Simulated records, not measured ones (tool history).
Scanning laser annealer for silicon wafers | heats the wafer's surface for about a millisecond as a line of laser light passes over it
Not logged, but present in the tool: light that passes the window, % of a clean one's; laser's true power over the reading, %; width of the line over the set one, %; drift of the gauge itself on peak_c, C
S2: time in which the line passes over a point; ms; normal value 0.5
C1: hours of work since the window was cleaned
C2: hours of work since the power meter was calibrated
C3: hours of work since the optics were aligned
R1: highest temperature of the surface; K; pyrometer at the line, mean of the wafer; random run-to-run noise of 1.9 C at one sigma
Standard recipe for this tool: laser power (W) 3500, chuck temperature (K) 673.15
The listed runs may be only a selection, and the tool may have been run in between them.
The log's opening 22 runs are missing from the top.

Run 23, hour 555.2: usual settings but laser power (W) 3199, chuck temperature (K) 647.15; C1 134; C2 938; C3 1039. Result: R1 1336.15 K.
Run 24, hour 583.3: usual settings but laser power (W) 3614, chuck temperature (K) 697.15; C1 149; C2 954; C3 1054. Result: R1 1502.15 K.
Run 25, hour 601.7: usual settings but laser power (W) 3614, chuck temperature (K) 697.15; C1 159; C2 963; C3 1064. Result: R1 1499.15 K.
Run 26, hour 627.8: usual settings but laser power (W) 3669, S2 0.544 ms, chuck temperature (K) 701.15; C1 173; C2 978; C3 1078. Result: R1 1556.15 K.
Run 27, hour 660.2: usual settings but laser power (W) 3669, S2 0.544 ms, chuck temperature (K) 701.15; C1 190; C2 995; C3 1096. Result: R1 1554.15 K.
Run 28, hour 674.3: usual settings but S2 0.356 ms, chuck temperature (K) 648.15; C1 198; C2 1003; C3 1103. Result: R1 1274.15 K.
Run 29, hour 707: usual settings but S2 0.356 ms, chuck temperature (K) 648.15; C1 216; C2 1020; C3 1121. Result: R1 1275.15 K.
Run 30, hour 725.8: usual settings but laser power (W) 3493, S2 0.378 ms; C1 226; C2 1031; C3 1131. Result: R1 1317.15 K.
Run 31, hour 739.9: usual settings but laser power (W) 3493, S2 0.378 ms; C1 233; C2 1038; C3 1139. Result: R1 1322.15 K.
Run 32, hour 755.6: usual settings but chuck temperature (K) 657.15; C1 242; C2 1047; C3 1147. Result: R1 1417.15 K.
Run 33, hour 771.4: usual settings but chuck temperature (K) 657.15; C1 251; C2 1055; C3 1156. Result: R1 1420.15 K.
Run 34, hour 793.6: usual settings but chuck temperature (K) 657.15; C1 263; C2 1067; C3 1168. Result: R1 1415.15 K.
Run 35, hour 818.1: usual settings but chuck temperature (K) 686.15; C1 276; C2 1081; C3 1181. Result: R1 1444.15 K.
Run 36, hour 839.9: usual settings but chuck temperature (K) 686.15; C1 288; C2 1092; C3 1193. Result: R1 1442.15 K.
Run 37, hour 855.3: usual settings but laser power (W) 2979, S2 0.567 ms; C1 296; C2 1101; C3 1201. Result: R1 1334.15 K.
Run 38, hour 889: usual settings but laser power (W) 2979, S2 0.567 ms; C1 314; C2 1119; C3 1219. Result: R1 1335.15 K.
Run 39, hour 903.9: usual settings but laser power (W) 3685, S2 0.598 ms, chuck temperature (K) 698.15; C1 322; C2 1127; C3 1227. Result: R1 1592.15 K.
Run 40, hour 918.2: usual settings but laser power (W) 3749, S2 0.571 ms, chuck temperature (K) 688.15; C1 330; C2 1135; C3 1235. Result: R1 1575.15 K.
At hour 928.6: optics aligned, line set to its width.
Run 41, hour 949.2: usual settings but laser power (W) 3749, S2 0.571 ms, chuck temperature (K) 688.15; C1 344; C2 1149; C3 11. Result: R1 1586.15 K.
Run 42, hour 967.8: usual settings but laser power (W) 3749, S2 0.571 ms, chuck temperature (K) 688.15; C1 354; C2 1159; C3 21. Result: R1 1585.15 K.

Each row is a separate what-if for the run after 42, all from the same tool condition, not one after another. Results?
At hour 990.6: window over the wafer cleaned.
Run A, hour 999.4: usual settings but S2 0.598 ms; C1 5; C2 1175; C3 37. Result: R1 ?.
At hour 990.6: window over the wafer cleaned.
Run B, hour 999.4: usual settings but laser power (W) 3367, S2 0.378 ms, chuck temperature (K) 688.15; C1 5; C2 1175; C3 37. Result: R1 ?.
At hour 990.6: window over the wafer cleaned.
Run C, hour 999.4: usual settings but laser power (W) 3767, S2 0.493 ms, chuck temperature (K) 682.15; C1 5; C2 1175; C3 37. Result: R1 ?.

run       R1
  A  1546.15
  B  1329.15
  C  1545.15
Take away the tool's hidden state, keep each run's random variation, and the runs would have read:
run       R1
  A  1557.15
  B  1337.15
  C  1555.15
